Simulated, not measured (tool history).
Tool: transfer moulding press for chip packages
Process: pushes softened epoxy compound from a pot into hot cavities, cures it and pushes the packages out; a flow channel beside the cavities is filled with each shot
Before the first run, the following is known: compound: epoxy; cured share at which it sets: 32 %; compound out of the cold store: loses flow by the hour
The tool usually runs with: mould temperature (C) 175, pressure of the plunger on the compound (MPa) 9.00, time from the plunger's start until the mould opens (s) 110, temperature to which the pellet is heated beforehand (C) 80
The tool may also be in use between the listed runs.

run	hour	mould temperature (C)	pressure of the plunger on the compound (MPa)	time from the plunger's start until the mould opens (s)	temperature to which the pellet is heated beforehand (C)	incoming compound's hours out of the cold store	length that the compound runs in the flow channel (mm)	greatest force on the pins that push the packages out (N)
1	0.0	175	9.00	110	80	23.8	786	442
2	40.7	175	9.00	94	80	13.3	828	691
# hour 54.3: cavities cleaned with cleaning compound and waxed
# hour 109.2: plunger's sealing rings changed
3	126.0	175	9.00	94	80	23.5	792	696
# hour 145.4: cavities cleaned with cleaning compound and waxed
4	208.3	175	9.00	94	80	19.0	803	711
# hour 230.1: cavities cleaned with cleaning compound and waxed
5	258.0	175	9.00	110	80	21.8	790	431
# hour 264.4: mould's thermocouples calibrated
# hour 315.4: cavities cleaned with cleaning compound and waxed
6	327.6	175	9.00	110	80	34.2	730	394
# hour 371.3: plunger's sealing rings changed
# hour 387.6: mould's thermocouples calibrated, once more
7	398.6	175	9.00	110	80	13.0	844	515
# hour 407.2: cavities cleaned with cleaning compound and waxed
8	480.0	170	9.19	113	84	13.8	859	667
# hour 491.3: cavities cleaned with cleaning compound and waxed
9	529.8	175	8.07	105	80	43.4	664	460
# hour 576.8: cavities cleaned with cleaning compound and waxed
10	582.4	172	10.58	110	79	32.7	809	439
11	617.6	172	10.58	110	79	18.3	879	557
# hour 631.8: plunger's sealing rings changed
# hour 662.9: cavities cleaned with cleaning compound and waxed
12	707.1	180	10.33	130	90	38.7	767	355
# hour 749.3: cavities cleaned with cleaning compound and waxed
13	784.1	178	7.73	130	78	39.3	658	342

Consider 3 possible next runs. They are alternatives, not a sequence: every one starts from the tool as it was left by run 13. What does each give?
A	822.7	175	7.08	109	80	14.5	?	?
B	822.7	175	8.46	110	90	12.4	?	?
C	822.7	178	7.73	100	84	37.3	?	?

run	length that the compound runs in the flow channel (mm)	greatest force on the pins that push the packages out (N)
A	725	565
B	805	567
C	663	520
The same runs, with their run-to-run variation unchanged, on a tool lacking any hidden condition would have given:
run	length that the compound runs in the flow channel (mm)	greatest force on the pins that push the packages out (N)
A	739	359
B	821	362
C	676	335

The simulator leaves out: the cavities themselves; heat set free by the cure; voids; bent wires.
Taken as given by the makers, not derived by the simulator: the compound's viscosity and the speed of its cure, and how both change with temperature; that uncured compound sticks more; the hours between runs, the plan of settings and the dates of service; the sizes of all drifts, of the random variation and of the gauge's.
